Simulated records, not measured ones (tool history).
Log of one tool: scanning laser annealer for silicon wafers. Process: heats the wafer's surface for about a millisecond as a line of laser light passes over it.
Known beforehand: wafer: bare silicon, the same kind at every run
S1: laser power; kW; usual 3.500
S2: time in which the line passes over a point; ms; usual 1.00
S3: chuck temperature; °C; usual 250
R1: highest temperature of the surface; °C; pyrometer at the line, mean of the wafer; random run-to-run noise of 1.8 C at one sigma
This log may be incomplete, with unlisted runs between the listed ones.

{"run": 1, "hour": 0.0, "S1": 3.5, "S2": 1.0, "S3": 250, "R1": 970}
{"run": 2, "hour": 18.0, "S1": 3.5, "S2": 1.0, "S3": 250, "R1": 971}
{"run": 3, "hour": 35.6, "S1": 3.5, "S2": 1.0, "S3": 250, "R1": 969}
{"run": 4, "hour": 67.7, "S1": 3.5, "S2": 1.0, "S3": 250, "R1": 969}
{"run": 5, "hour": 97.6, "S1": 3.5, "S2": 0.99, "S3": 250, "R1": 959}
{"run": 6, "hour": 121.6, "S1": 3.5, "S2": 1.13, "S3": 250, "R1": 1010}
{"run": 7, "hour": 149.1, "S1": 3.5, "S2": 1.13, "S3": 250, "R1": 1009}
{"run": 8, "hour": 167.8, "S1": 3.5, "S2": 1.0, "S3": 250, "R1": 963}
{"run": 9, "hour": 197.1, "S1": 3.5, "S2": 1.0, "S3": 250, "R1": 960}
{"run": 10, "hour": 220.1, "S1": 3.5, "S2": 1.0, "S3": 250, "R1": 960}
{"run": 11, "hour": 233.6, "S1": 3.5, "S2": 1.16, "S3": 250, "R1": 1013}
{"run": 12, "hour": 264.8, "S1": 3.5, "S2": 1.24, "S3": 250, "R1": 1040}
{"run": 13, "hour": 286.9, "S1": 3.5, "S2": 1.24, "S3": 250, "R1": 1037}
{"run": 14, "hour": 310.7, "S1": 3.5, "S2": 1.24, "S3": 250, "R1": 1039}
{"run": 15, "hour": 337.9, "S1": 3.5, "S2": 1.24, "S3": 250, "R1": 1040}
{"run": 16, "hour": 367.1, "S1": 3.5, "S2": 1.0, "S3": 264, "R1": 963}
{"run": 17, "hour": 382.3, "S1": 3.5, "S2": 1.0, "S3": 250, "R1": 952}
{"run": 18, "hour": 413.2, "S1": 3.5, "S2": 1.0, "S3": 250, "R1": 948}
{"run": 19, "hour": 437.7, "S1": 3.5, "S2": 1.0, "S3": 250, "R1": 948}
{"run": 20, "hour": 469.3, "S1": 3.5, "S2": 1.0, "S3": 250, "R1": 946}
{"run": 21, "hour": 493.6, "S1": 3.5, "S2": 1.0, "S3": 267, "R1": 957}
{"run": 22, "hour": 515.3, "S1": 3.5, "S2": 1.0, "S3": 242, "R1": 935}
{"run": 23, "hour": 537.8, "S1": 3.584, "S2": 0.72, "S3": 234, "R1": 834}
{"run": 24, "hour": 555.5, "S1": 3.089, "S2": 1.17, "S3": 250, "R1": 889}
{"run": 25, "hour": 579.6, "S1": 3.089, "S2": 1.17, "S3": 250, "R1": 891}
{"run": 26, "hour": 600.6, "S1": 3.089, "S2": 1.17, "S3": 250, "R1": 893}
{"run": 27, "hour": 620.4, "S1": 3.572, "S2": 1.08, "S3": 270, "R1": 1003}
{"run": 28, "hour": 641.7, "S1": 3.572, "S2": 1.08, "S3": 270, "R1": 1006}
{"run": 29, "hour": 662.8, "S1": 3.021, "S2": 1.11, "S3": 264, "R1": 868}
{"run": 30, "hour": 682.9, "S1": 3.021, "S2": 1.11, "S3": 264, "R1": 867}
{"run": 31, "hour": 712.0, "S1": 3.5, "S2": 0.95, "S3": 269, "R1": 932}
{"run": 32, "hour": 744.1, "S1": 3.802, "S2": 1.0, "S3": 250, "R1": 1003}
{"run": 33, "hour": 765.8, "S1": 3.613, "S2": 1.05, "S3": 250, "R1": 973}
{"run": 34, "hour": 797.1, "S1": 3.808, "S2": 0.97, "S3": 250, "R1": 991}
{"run": 35, "hour": 826.5, "S1": 3.808, "S2": 0.97, "S3": 250, "R1": 988}
{"hour": 847.4, "done": "window over the wafer cleaned"}
{"run": 36, "hour": 852.6, "S1": 3.746, "S2": 0.87, "S3": 233, "R1": 967}
{"run": 37, "hour": 871.1, "S1": 3.331, "S2": 1.23, "S3": 262, "R1": 1019}
{"run": 38, "hour": 891.5, "S1": 3.636, "S2": 1.23, "S3": 237, "R1": 1078}
{"run": 39, "hour": 908.8, "S1": 3.503, "S2": 0.97, "S3": 279, "R1": 988}
{"run": 40, "hour": 924.5, "S1": 3.0, "S2": 1.05, "S3": 245, "R1": 855}
{"run": 41, "hour": 944.8, "S1": 3.125, "S2": 0.88, "S3": 250, "R1": 838}

For some of the steps in R1 from one run to the next: how much would appear even if the tool had no hidden state, given the settings, what came in and random variation, and how much remains for the hidden state plus any gauge scatter that the measured result and the result without hidden state don't share?
Unlogged tool condition in this case: light that passes the window, % of a clean one's; laser's true power over the reading, %; width of the line over the set one, %; drift of the gauge itself on peak_c, C.
Run 26 -> 27: S1 3.089 -> 3.572, S2 1.17 -> 1.08, S3 250 -> 270. R1 +110 °C: hidden state -9, all else +119.
Run 28 -> 29: S1 3.572 -> 3.021, S2 1.08 -> 1.11, S3 270 -> 264. R1 -138 °C: hidden state +12, all else -150.
Run 31 -> 32: S1 3.500 -> 3.802, S2 0.95 -> 1.00, S3 269 -> 250. R1 +71 °C: hidden state -11, all else +82.
Run 35 -> 36: S1 3.808 -> 3.746, S2 0.97 -> 0.87, S3 250 -> 233, window over the wafer cleaned. R1 -21 °C: hidden state +54, all else -75.
Run 39 -> 40: S1 3.503 -> 3.000, S2 0.97 -> 1.05, S3 279 -> 245. R1 -133 °C: hidden state +4, all else -137.
